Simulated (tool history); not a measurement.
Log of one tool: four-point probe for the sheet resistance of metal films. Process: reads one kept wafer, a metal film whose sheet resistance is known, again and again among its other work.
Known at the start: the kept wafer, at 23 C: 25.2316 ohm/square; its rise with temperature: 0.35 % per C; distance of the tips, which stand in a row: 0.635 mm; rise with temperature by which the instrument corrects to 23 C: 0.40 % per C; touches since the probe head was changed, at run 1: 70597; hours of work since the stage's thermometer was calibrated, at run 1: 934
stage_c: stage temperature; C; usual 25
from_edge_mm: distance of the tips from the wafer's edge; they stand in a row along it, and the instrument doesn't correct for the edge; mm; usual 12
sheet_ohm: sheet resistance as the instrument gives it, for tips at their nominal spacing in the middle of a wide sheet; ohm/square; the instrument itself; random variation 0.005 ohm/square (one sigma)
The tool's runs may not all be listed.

| run | hour | stage_c | from_edge_mm | touches since the probe head was changed | hours of work since the stage's thermometer was calibrated | sheet_ohm |
|---|---|---|---|---|---|---|
| 1 | 0.0 | 25 | 12 | 70597 | 934 | 25.014399 |
| 2 | 48.5 | 19 | 12 | 73007 | 970 | 25.082853 |
| 3 | 93.6 | 26 | 12 | 75249 | 1003 | 24.988965 |
| 4 | 138.4 | 25 | 57 | 77474 | 1036 | 24.960287 |
| 5 | 210.8 | 25 | 12 | 81074 | 1090 | 24.990255 |
| 6 | 267.5 | 25 | 54 | 83894 | 1131 | 24.944527 |
| 7 | 332.5 | 25 | 54 | 87124 | 1179 | 24.937497 |
| 8 | 387.6 | 25 | 54 | 89862 | 1220 | 24.928523 |
| 9 | 448.0 | 25 | 12 | 92868 | 1265 | 24.965147 |
| 10 | 499.9 | 25 | 12 | 95447 | 1303 | 24.950983 |
| 11 | 561.4 | 25 | 12 | 98504 | 1348 | 24.953955 |
| 12 | 608.6 | 30 | 12 | 100849 | 1383 | 24.890486 |
| 13 | 667.4 | 30 | 12 | 103771 | 1426 | 24.874062 |
| 14 | 706.5 | 25 | 12 | 105716 | 1455 | 24.943068 |
| 15 | 769.5 | 25 | 12 | 108845 | 1502 | 24.922222 |
| 16 | 843.4 | 25 | 12 | 112517 | 1556 | 24.916356 |
| 17 | 893.6 | 25 | 12 | 115015 | 1593 | 24.913710 |
| 18 | 953.3 | 25 | 12 | 117980 | 1637 | 24.912519 |
| 19 | 985.8 | 25 | 12 | 119597 | 1661 | 24.910721 |
| 20 | 1040.8 | 25 | 12 | 122331 | 1702 | 24.905363 |
| 21 | 1106.0 | 21 | 24 | 125569 | 1750 | 24.919432 |
| 22 | 1144.1 | 28 | 9 | 127466 | 1778 | 24.879348 |
|  | 1165.0 | stage's thermometer calibrated |
| 23 | 1194.8 | 28 | 9 | 129962 | 22 | 24.934021 |
| 24 | 1233.0 | 22 | 5 | 131860 | 50 | 25.152772 |
| 25 | 1298.3 | 20 | 50 | 135104 | 98 | 24.966043 |
| 26 | 1363.7 | 32 | 5 | 138356 | 146 | 25.026251 |
| 27 | 1414.1 | 23 | 13 | 140863 | 184 | 24.948653 |
| 28 | 1468.9 | 26 | 14 | 143586 | 224 | 24.901448 |
| 29 | 1528.7 | 26 | 14 | 146557 | 268 | 24.893102 |
| 30 | 1581.3 | 25 | 61 | 149171 | 307 | 24.883489 |
| 31 | 1640.0 | 19 | 12 | 152090 | 350 | 24.979834 |
| 32 | 1673.2 | 24 | 18 | 153738 | 375 | 24.899162 |
| 33 | 1725.8 | 25 | 53 | 156354 | 413 | 24.847474 |
| 34 | 1760.6 | 19 | 3 | 158085 | 439 | 25.514406 |
| 35 | 1825.0 | 19 | 58 | 161286 | 487 | 24.915695 |
| 36 | 1894.6 | 19 | 58 | 164743 | 538 | 24.921064 |
| 37 | 1955.6 | 30 | 8 | 167773 | 583 | 24.860848 |
| 38 | 2025.6 | 25 | 22 | 171257 | 635 | 24.829056 |
| 39 | 2077.4 | 25 | 22 | 173830 | 673 | 24.829445 |

5 ways to go on from here, each from the tool as it stands after run 39. What would each give?
| A | 2133.1 | 34 | 22 | 176599 | 714 | ? |
| B | 2133.1 | 22 | 60 | 176599 | 714 | ? |
| C | 2133.1 | 34 | 7 | 176599 | 714 | ? |
| D | 2133.1 | 26 | 18 | 176599 | 714 | ? |
| E | 2133.1 | 29 | 22 | 176599 | 714 | ? |

| run | sheet_ohm |
|---|---|
| A | 24.721313 |
| B | 24.848232 |
| C | 24.820608 |
| D | 24.814135 |
| E | 24.773843 |
Without the tool's hidden state the same runs would have given:
| run | sheet_ohm |
|---|---|
| A | 25.112308 |
| B | 25.242079 |
| C | 25.213060 |
| D | 25.207138 |
| E | 25.166007 |
